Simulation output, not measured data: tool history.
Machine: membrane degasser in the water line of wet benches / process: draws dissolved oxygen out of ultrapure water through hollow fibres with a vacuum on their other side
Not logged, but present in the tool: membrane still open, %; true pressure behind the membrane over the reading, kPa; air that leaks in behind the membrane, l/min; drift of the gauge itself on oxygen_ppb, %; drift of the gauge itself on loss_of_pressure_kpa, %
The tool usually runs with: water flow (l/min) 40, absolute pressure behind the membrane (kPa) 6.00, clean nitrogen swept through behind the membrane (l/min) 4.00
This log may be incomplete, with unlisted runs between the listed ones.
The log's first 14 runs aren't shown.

run	hour	water flow (l/min)	absolute pressure behind the membrane (kPa)	clean nitrogen swept through behind the membrane (l/min)	hours since the membrane was changed	hours since the vacuum gauge was calibrated	hours since the vacuum lines were made tight	dissolved oxygen in the water behind the degasser (ppb)	pressure that the water loses in the fibres (kPa)
15	791.6	40	6.00	4.00	2736	2610	11386	288.2	36.05
16	875.0	40	6.00	4.00	2819	2693	11470	294.6	35.84
# hour 879.9: vacuum gauge calibrated
17	938.3	42	5.64	5.41	2882	58	11532	296.3	37.74
18	992.3	42	14.89	11.62	2936	112	11587	344.4	37.72
19	1041.0	58	4.85	7.13	2985	161	11635	466.4	52.16
20	1097.7	58	4.85	7.13	3042	218	11692	463.2	52.05
21	1172.4	58	4.85	7.13	3116	292	11767	463.7	51.95
22	1251.1	57	14.31	9.73	3195	371	11845	571.5	51.02
# hour 1256.3: vacuum gauge calibrated, once more
23	1291.4	27	5.30	4.72	3235	35	11885	126.7	24.37
# hour 1354.0: seals of the vacuum lines changed
24	1363.6	45	6.00	3.19	3305	105	10	368.3	40.23
25	1400.3	40	6.29	2.24	3342	142	46	339.4	35.68
26	1471.9	28	9.06	4.00	3413	214	118	202.9	24.81
27	1538.7	53	4.98	2.89	3480	280	185	437.7	47.64
28	1593.9	40	13.47	10.45	3535	336	240	315.3	35.93
29	1631.2	46	13.47	4.28	3573	373	277	532.0	41.25
30	1685.0	46	13.47	4.28	3626	427	331	537.1	41.22
31	1723.1	40	6.00	1.67	3664	465	369	366.4	35.89
32	1764.5	40	6.00	1.67	3706	506	411	362.8	35.89

What if the next run were any one of these 3? Each begins from the tool's condition after run 32:
A	1849.1	40	4.04	1.67	3791	591	495	?	?
B	1849.1	28	6.00	4.00	3791	591	495	?	?
C	1849.1	40	5.02	4.00	3791	591	495	?	?

run	dissolved oxygen in the water behind the degasser (ppb)	pressure that the water loses in the fibres (kPa)
A	262.8	36.19
B	151.4	25.02
C	267.4	35.77
With the hidden condition removed and each run's random variation left untouched, the same runs would have given:
run	dissolved oxygen in the water behind the degasser (ppb)	pressure that the water loses in the fibres (kPa)
A	253.4	35.78
B	146.1	24.73
C	258.0	35.36
